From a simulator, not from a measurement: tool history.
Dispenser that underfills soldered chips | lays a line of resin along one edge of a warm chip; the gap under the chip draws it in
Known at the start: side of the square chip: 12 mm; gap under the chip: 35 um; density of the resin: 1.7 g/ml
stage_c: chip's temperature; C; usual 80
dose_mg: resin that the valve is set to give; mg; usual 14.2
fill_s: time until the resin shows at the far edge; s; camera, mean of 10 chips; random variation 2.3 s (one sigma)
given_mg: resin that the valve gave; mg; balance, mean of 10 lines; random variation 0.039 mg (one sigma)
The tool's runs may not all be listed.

run 1 day=0.000 | stage_c=80 dose_mg=14.2 | fill_s=311.2 given_mg=13.86
-- day=0.121 new syringe of resin
run 2 day=0.325 | stage_c=66 dose_mg=14.2 | fill_s=469.8 given_mg=13.81
-- day=0.604 new syringe of resin
run 3 day=0.746 | stage_c=66 dose_mg=14.1 | fill_s=447.1 given_mg=13.74
-- day=1.067 new syringe of resin
run 4 day=1.129 | stage_c=80 dose_mg=14.2 | fill_s=240.0 given_mg=13.79
run 5 day=1.400 | stage_c=80 dose_mg=12.4 | fill_s=310.8 given_mg=11.99
-- day=1.512 new syringe of resin
run 6 day=1.683 | stage_c=80 dose_mg=18.4 | fill_s=256.6 given_mg=17.88
run 7 day=1.929 | stage_c=80 dose_mg=14.2 | fill_s=328.5 given_mg=13.75
-- day=1.983 new syringe of resin
run 8 day=2.362 | stage_c=80 dose_mg=14.2 | fill_s=314.7 given_mg=13.69
-- day=2.433 new syringe of resin
run 9 day=2.667 | stage_c=80 dose_mg=14.2 | fill_s=279.0 given_mg=13.73
-- day=2.908 new syringe of resin
run 10 day=3.096 | stage_c=80 dose_mg=14.2 | fill_s=265.4 given_mg=13.64
run 11 day=3.325 | stage_c=80 dose_mg=14.2 | fill_s=330.2 given_mg=13.64
-- day=3.379 new syringe of resin
run 12 day=3.708 | stage_c=80 dose_mg=14.2 | fill_s=306.2 given_mg=13.59
-- day=3.858 new syringe of resin
-- day=3.900 dispensing valve cleaned and set on the balance
run 13 day=3.962 | stage_c=80 dose_mg=14.2 | fill_s=238.6 given_mg=14.23
run 14 day=4.221 | stage_c=80 dose_mg=14.2 | fill_s=302.9 given_mg=14.13
-- day=4.371 new syringe of resin
run 15 day=4.504 | stage_c=80 dose_mg=14.2 | fill_s=247.5 given_mg=14.13
-- day=4.842 new syringe of resin
run 16 day=4.958 | stage_c=80 dose_mg=14.2 | fill_s=246.3 given_mg=14.09
run 17 day=5.225 | stage_c=80 dose_mg=14.2 | fill_s=309.2 given_mg=14.12
-- day=5.292 new syringe of resin
run 18 day=5.500 | stage_c=82 dose_mg=15.5 | fill_s=248.6 given_mg=15.34
-- day=5.758 new syringe of resin
run 19 day=5.812 | stage_c=69 dose_mg=17.7 | fill_s=340.6 given_mg=17.46
run 20 day=6.154 | stage_c=71 dose_mg=17.8 | fill_s=438.0 given_mg=17.63
-- day=6.229 new syringe of resin
run 21 day=6.400 | stage_c=71 dose_mg=14.7 | fill_s=365.9 given_mg=14.50
-- day=6.688 new syringe of resin
run 22 day=6.688 | stage_c=71 dose_mg=15.9 | fill_s=303.6 given_mg=15.64
-- day=7.142 new syringe of resin
run 23 day=7.142 | stage_c=83 dose_mg=17.1 | fill_s=192.9 given_mg=16.80
run 24 day=7.388 | stage_c=83 dose_mg=17.1 | fill_s=243.8 given_mg=16.86
-- day=7.596 new syringe of resin
run 25 day=7.683 | stage_c=92 dose_mg=12.3 | fill_s=159.0 given_mg=12.08
run 26 day=7.942 | stage_c=92 dose_mg=12.3 | fill_s=199.5 given_mg=12.07
-- day=8.058 new syringe of resin
run 27 day=8.238 | stage_c=77 dose_mg=17.3 | fill_s=284.6 given_mg=16.91
run 28 day=8.450 | stage_c=77 dose_mg=17.3 | fill_s=349.8 given_mg=16.90
-- day=8.504 new syringe of resin
run 29 day=8.921 | stage_c=77 dose_mg=17.3 | fill_s=342.7 given_mg=16.78
-- day=8.967 new syringe of resin
run 30 day=9.121 | stage_c=90 dose_mg=14.6 | fill_s=174.4 given_mg=14.22
-- day=9.425 new syringe of resin
run 31 day=9.550 | stage_c=87 dose_mg=18.2 | fill_s=188.2 given_mg=17.66
-- day=9.875 new syringe of resin
run 32 day=9.954 | stage_c=77 dose_mg=18.0 | fill_s=254.4 given_mg=17.42
-- day=10.354 new syringe of resin
run 33 day=10.400 | stage_c=77 dose_mg=18.0 | fill_s=246.3 given_mg=17.38
run 34 day=10.742 | stage_c=86 dose_mg=15.8 | fill_s=240.6 given_mg=15.27

3 ways to go on from here, each from the tool as it stands after run 34. What would each give?
-- day=10.821 new syringe of resin
run A day=10.946 | stage_c=69 dose_mg=15.8 | fill_s=? given_mg=?
-- day=10.821 new syringe of resin
run B day=10.946 | stage_c=93 dose_mg=17.1 | fill_s=? given_mg=?
-- day=10.821 new syringe of resin
run C day=10.946 | stage_c=69 dose_mg=18.2 | fill_s=? given_mg=?

run=A fill_s=366.3 given_mg=15.22
run=B fill_s=151.0 given_mg=16.40
run=C fill_s=366.0 given_mg=17.50
Without the tool's hidden state the same runs would have given:
run=A fill_s=345.9 given_mg=15.82
run=B fill_s=141.5 given_mg=17.05
run=C fill_s=346.1 given_mg=18.19
